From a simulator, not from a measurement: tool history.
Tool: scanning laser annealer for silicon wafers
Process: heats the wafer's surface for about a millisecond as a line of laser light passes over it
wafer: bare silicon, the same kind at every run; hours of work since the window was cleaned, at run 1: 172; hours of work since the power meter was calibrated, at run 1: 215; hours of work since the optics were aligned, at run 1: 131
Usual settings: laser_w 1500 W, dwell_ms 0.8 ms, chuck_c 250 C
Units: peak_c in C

run	day	laser_w	dwell_ms	chuck_c	hours of work since the window was cleaned	hours of work since the power meter was calibrated	hours of work since the optics were aligned	peak_c
1	0	1500	0.8	250	172	215	131	963
2	0.567	1500	0.8	270	181	223	139	984
3	1.083	1500	0.71	270	188	231	147	947
4	1.725	1500	0.71	270	198	240	157	947
5	2.262	1500	0.755	250	206	248	165	947
6	2.792	1500	0.8	257	214	256	172	972
7	3.458	1435	0.568	250	224	266	182	831
8	3.846	1539	0.57	250	229	272	188	885
# day 4.079: optics aligned, line set to its width
9	4.608	1480	0.57	224	238	280	8	826
10	4.988	1500	0.947	230	243	286	13	995
11	5.442	1351	0.8	239	250	293	20	865

Forecast each of these 4 alternatives for the next run:
A	5.967	1340	0.561	239	258	300	28	?
B	5.967	1485	0.8	250	258	300	28	?
C	5.967	1500	0.883	250	258	300	28	?
D	5.967	1528	0.63	219	258	300	28	?

run	peak_c
A	768
B	950
C	991
D	871
Without the tool's hidden state the same runs would have given:
run	peak_c
A	779
B	964
C	1007
D	885

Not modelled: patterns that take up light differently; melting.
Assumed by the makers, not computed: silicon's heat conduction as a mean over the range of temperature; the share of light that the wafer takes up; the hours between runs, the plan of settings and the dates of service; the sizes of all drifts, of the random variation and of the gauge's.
